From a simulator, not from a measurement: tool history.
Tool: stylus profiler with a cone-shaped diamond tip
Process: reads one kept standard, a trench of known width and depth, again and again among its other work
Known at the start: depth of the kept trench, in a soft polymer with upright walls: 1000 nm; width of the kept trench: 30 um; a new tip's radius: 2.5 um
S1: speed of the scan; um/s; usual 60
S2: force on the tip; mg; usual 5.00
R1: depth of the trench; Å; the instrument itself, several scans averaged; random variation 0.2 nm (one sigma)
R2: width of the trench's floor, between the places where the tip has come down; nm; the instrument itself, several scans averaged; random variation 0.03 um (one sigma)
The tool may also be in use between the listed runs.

| run | day | S1 | S2 | R1 | R2 |
|---|---|---|---|---|---|
| 1 | 0.000 | 60 | 5.00 | 10263.1 | 25530 |
| 2 | 1.954 | 60 | 5.00 | 10262.6 | 25450 |
| 3 | 3.258 | 114 | 5.00 | 10264.4 | 25330 |
| 4 | 5.321 | 114 | 5.00 | 10263.2 | 25330 |
| 5 | 7.017 | 60 | 6.25 | 10307.4 | 25490 |
| 6 | 8.583 | 60 | 3.15 | 10187.1 | 25390 |
| 7 | 10.204 | 60 | 2.10 | 10144.6 | 25330 |
| 8 | 11.579 | 60 | 2.10 | 10140.4 | 25390 |
| 9 | 13.679 | 60 | 2.10 | 10142.8 | 25300 |
| 10 | 15.796 | 23 | 4.33 | 10233.3 | 25410 |
| 11 | 17.733 | 61 | 14.85 | 10540.5 | 25380 |
| 12 | 18.717 | 61 | 14.85 | 10537.6 | 25420 |
| 13 | 19.933 | 17 | 2.80 | 10171.9 | 25490 |

Run 14 comes next. What will it give?
| 14 | 21.500 | 17 | 2.80 | ? | ? |

Run 14 gave R1 10172.3 Å, R2 25430 nm.
Without the tool's hidden state the same run would have given R1 10180.6 Å, R2 25930 nm.
